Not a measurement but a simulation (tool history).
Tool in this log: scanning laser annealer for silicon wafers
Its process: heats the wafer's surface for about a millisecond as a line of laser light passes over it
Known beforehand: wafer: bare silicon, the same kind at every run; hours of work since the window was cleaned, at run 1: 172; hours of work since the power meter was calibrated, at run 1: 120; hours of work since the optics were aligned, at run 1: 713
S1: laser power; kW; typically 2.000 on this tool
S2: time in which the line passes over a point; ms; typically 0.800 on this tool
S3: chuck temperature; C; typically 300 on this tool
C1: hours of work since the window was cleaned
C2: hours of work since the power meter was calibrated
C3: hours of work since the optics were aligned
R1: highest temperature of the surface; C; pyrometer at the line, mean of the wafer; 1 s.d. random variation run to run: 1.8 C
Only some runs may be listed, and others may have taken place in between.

Run 1, hour 0.0: usual settings; C1 172; C2 120; C3 713. Result: R1 1077 C.
Run 2, hour 43.6: usual settings; C1 194; C2 141; C3 734. Result: R1 1078 C.
Run 3, hour 82.8: usual settings; C1 213; C2 161; C3 753. Result: R1 1076 C.
Run 4, hour 107.4: usual settings but S1 1.975 kW; C1 225; C2 173; C3 765. Result: R1 1070 C.
Run 5, hour 150.4: usual settings; C1 246; C2 194; C3 787. Result: R1 1078 C.
Run 6, hour 196.7: usual settings; C1 269; C2 217; C3 809. Result: R1 1077 C.
Run 7, hour 232.8: usual settings; C1 287; C2 234; C3 827. Result: R1 1080 C.
Run 8, hour 253.1: usual settings; C1 297; C2 244; C3 837. Result: R1 1078 C.
Run 9, hour 298.2: usual settings but S1 1.707 kW, S2 0.605 ms, S3 276 C; C1 319; C2 267; C3 859. Result: R1 830 C.
Run 10, hour 320.0: usual settings but S1 1.766 kW, S2 0.827 ms, S3 276 C; C1 330; C2 277; C3 870. Result: R1 962 C.
Run 11, hour 354.0: usual settings but S1 1.961 kW, S2 0.827 ms, S3 299 C; C1 346; C2 294; C3 887. Result: R1 1074 C.
Run 12, hour 386.8: usual settings but S1 1.961 kW, S2 0.827 ms, S3 299 C; C1 363; C2 310; C3 903. Result: R1 1073 C.
Run 13, hour 408.7: usual settings but S1 1.961 kW, S2 0.827 ms, S3 299 C; C1 373; C2 321; C3 914. Result: R1 1074 C.
Run 14, hour 456.9: usual settings but S1 1.734 kW, S2 0.693 ms, S3 301 C; C1 397; C2 345; C3 937. Result: R1 911 C.
Run 15, hour 491.1: usual settings but S1 1.734 kW, S2 0.693 ms, S3 301 C; C1 414; C2 361; C3 954. Result: R1 907 C.

Branching from run 15: 4 alternative next runs. What would each branch give?
Run A, hour 510.9: usual settings but S1 1.734 kW, S2 0.693 ms, S3 335 C; C1 424; C2 371; C3 964. Result: R1 ?.
Run B, hour 510.9: usual settings but S1 2.168 kW, S2 0.640 ms, S3 301 C; C1 424; C2 371; C3 964. Result: R1 ?.
Run C, hour 510.9: usual settings but S1 1.704 kW, S2 0.950 ms, S3 275 C; C1 424; C2 371; C3 964. Result: R1 ?.
Run D, hour 510.9: usual settings but S1 1.779 kW, S2 0.639 ms, S3 327 C; C1 424; C2 371; C3 964. Result: R1 ?.

run    R1
  A   943
  B  1050
  C   987
  D   925
Without the tool's hidden state the same runs would have given:
run    R1
  A   943
  B  1050
  C   987
  D   925
